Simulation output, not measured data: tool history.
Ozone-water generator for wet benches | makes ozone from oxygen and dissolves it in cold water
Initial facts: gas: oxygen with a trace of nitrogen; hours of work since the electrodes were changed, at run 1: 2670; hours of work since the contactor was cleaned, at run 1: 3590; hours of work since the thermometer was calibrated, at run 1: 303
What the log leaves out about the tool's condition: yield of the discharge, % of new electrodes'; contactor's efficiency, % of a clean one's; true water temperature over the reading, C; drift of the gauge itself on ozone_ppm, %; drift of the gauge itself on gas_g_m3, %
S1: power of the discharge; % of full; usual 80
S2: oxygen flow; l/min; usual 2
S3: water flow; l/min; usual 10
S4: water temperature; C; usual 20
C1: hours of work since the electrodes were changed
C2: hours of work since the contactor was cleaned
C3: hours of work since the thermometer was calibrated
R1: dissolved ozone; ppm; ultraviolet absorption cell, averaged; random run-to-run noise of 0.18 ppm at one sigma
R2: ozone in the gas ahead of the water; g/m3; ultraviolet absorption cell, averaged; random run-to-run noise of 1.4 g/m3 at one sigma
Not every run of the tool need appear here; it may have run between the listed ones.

Run 1, hour 0: usual settings; C1 2670; C2 3590; C3 303. Result: R1 25.2 ppm, R2 254.3 g/m3.
Run 2, hour 105: usual settings; C1 2772; C2 3691; C3 404. Result: R1 25.1 ppm, R2 254.3 g/m3.
Run 3, hour 172.2: usual settings; C1 2837; C2 3756; C3 469. Result: R1 25.4 ppm, R2 256.2 g/m3.
Run 4, hour 274.4: usual settings; C1 2935; C2 3855; C3 568. Result: R1 25.5 ppm, R2 255 g/m3.
Run 5, hour 358.9: usual settings; C1 3017; C2 3937; C3 649. Result: R1 25.1 ppm, R2 254.1 g/m3.
Run 6, hour 449.6: usual settings; C1 3105; C2 4024; C3 737. Result: R1 25.2 ppm, R2 253.2 g/m3.
Run 7, hour 527.5: usual settings; C1 3180; C2 4100; C3 812. Result: R1 25 ppm, R2 253.4 g/m3.
Run 8, hour 641.4: usual settings; C1 3290; C2 4210; C3 922. Result: R1 25.1 ppm, R2 253.4 g/m3.
Run 9, hour 772.1: usual settings; C1 3416; C2 4336; C3 1049. Result: R1 24.8 ppm, R2 253.9 g/m3.
Run 10, hour 851.7: usual settings; C1 3493; C2 4413; C3 1126. Result: R1 25 ppm, R2 254.1 g/m3.
Run 11, hour 916: usual settings; C1 3555; C2 4475; C3 1188. Result: R1 25 ppm, R2 250 g/m3.
Run 12, hour 981.2: usual settings; C1 3618; C2 4538; C3 1251. Result: R1 25.5 ppm, R2 250.9 g/m3.
Run 13, hour 1060.9: usual settings; C1 3695; C2 4615; C3 1328. Result: R1 25.2 ppm, R2 248.5 g/m3.
Run 14, hour 1150.9: usual settings; C1 3782; C2 4702; C3 1415. Result: R1 25.3 ppm, R2 251.3 g/m3.
Run 15, hour 1245.1: usual settings; C1 3873; C2 4793; C3 1506. Result: R1 25.1 ppm, R2 246.8 g/m3.
Run 16, hour 1323.2: usual settings but S3 11 l/min; C1 3949; C2 4868; C3 1581. Result: R1 23.2 ppm, R2 248.4 g/m3.
Run 17, hour 1381.5: usual settings but S1 82 % of full, S2 2.6 l/min, S3 11 l/min, S4 14 C; C1 4005; C2 4925; C3 1638. Result: R1 26.8 ppm, R2 226.3 g/m3.
Run 18, hour 1518.9: usual settings but S1 46 % of full, S2 1.04 l/min, S3 15 l/min, S4 14 C; C1 4138; C2 5058; C3 1770. Result: R1 8.8 ppm, R2 206.1 g/m3.
Run 19, hour 1655.9: usual settings but S1 91 % of full, S2 2.2 l/min, S3 6 l/min, S4 18 C; C1 4270; C2 5190; C3 1903. Result: R1 43.1 ppm, R2 266.5 g/m3.
At hour 1671.4: gauge calibrated.
Run 20, hour 1735.9: usual settings but S1 62 % of full, S2 1.94 l/min, S3 14 l/min; C1 4348; C2 5267; C3 1980. Result: R1 14.6 ppm, R2 206 g/m3.
Run 21, hour 1829.4: usual settings but S1 86 % of full, S3 8 l/min; C1 4438; C2 5358; C3 2070. Result: R1 31.9 ppm, R2 272.2 g/m3.
Run 22, hour 1942.5: usual settings but S1 88 % of full, S2 1.84 l/min, S3 15 l/min, S4 18 C; C1 4547; C2 5467; C3 2180. Result: R1 18.7 ppm, R2 288.7 g/m3.
Run 23, hour 2049.7: usual settings but S1 88 % of full, S2 1.84 l/min, S3 15 l/min, S4 18 C; C1 4651; C2 5570; C3 2283. Result: R1 18.7 ppm, R2 287.4 g/m3.
Run 24, hour 2192.4: usual settings but S1 58 % of full, S2 2.11 l/min, S3 9 l/min, S4 18 C; C1 4789; C2 5708; C3 2421. Result: R1 21.4 ppm, R2 184.2 g/m3.
At hour 2255.6: contactor cleaned.
Run 25, hour 2297.8: usual settings but S1 67 % of full, S3 9 l/min, S4 14 C; C1 4887; C2 41; C3 2519. Result: R1 25.2 ppm, R2 214.7 g/m3.
Run 26, hour 2441.4: usual settings but S3 8 l/min; C1 5025; C2 179; C3 2658. Result: R1 30.3 ppm, R2 251.5 g/m3.
Run 27, hour 2535.5: usual settings but S3 8 l/min; C1 5116; C2 270; C3 2749. Result: R1 30.1 ppm, R2 252.9 g/m3.
Run 28, hour 2641.1: usual settings but S1 45 % of full, S2 2.8 l/min, S3 8 l/min; C1 5218; C2 372; C3 2851. Result: R1 18.4 ppm, R2 127.7 g/m3.
At hour 2685.8: water thermometer calibrated.
Run 29, hour 2759.1: usual settings but S1 55 % of full, S2 1.98 l/min, S3 8 l/min, S4 15 C; C1 5332; C2 486; C3 71. Result: R1 23 ppm, R2 180.1 g/m3.
Run 30, hour 2875: usual settings but S1 92 % of full, S2 1.98 l/min, S3 16 l/min, S4 15 C; C1 5444; C2 598; C3 183. Result: R1 19.1 ppm, R2 286.3 g/m3.
Run 31, hour 2966.2: usual settings but S1 69 % of full, S2 1.11 l/min, S3 16 l/min; C1 5532; C2 686; C3 271. Result: R1 11.8 ppm, R2 287.5 g/m3.
Run 32, hour 3084.5: usual settings but S1 60 % of full, S2 1.11 l/min, S3 16 l/min, S4 19 C; C1 5646; C2 800; C3 385. Result: R1 10.3 ppm, R2 252.6 g/m3.

Predict each of these 4 candidate next runs independently; none follows another, all start after run 32:
Run A, hour 3224.2: usual settings but S2 2.88 l/min; C1 5781; C2 935; C3 520. Result: R1 ?, R2 ?.
Run B, hour 3224.2: usual settings but S1 46 % of full, S2 1.25 l/min, S3 7 l/min; C1 5781; C2 935; C3 520. Result: R1 ?, R2 ?.
Run C, hour 3224.2: usual settings but S2 2.15 l/min; C1 5781; C2 935; C3 520. Result: R1 ?, R2 ?.
Run D, hour 3224.2: usual settings but S1 73 % of full, S2 1.16 l/min, S3 16 l/min, S4 21 C; C1 5781; C2 935; C3 520. Result: R1 ?, R2 ?.

run    R1     R2
  A  26.1  210.7
  B  18.9  187.6
  C  25.3  239.8
  D  12.5    293
What these runs would have given with no unlogged condition in the tool:
run    R1     R2
  A  26.2  216.9
  B  18.9  193.1
  C  25.3  246.9
  D  12.5  301.6
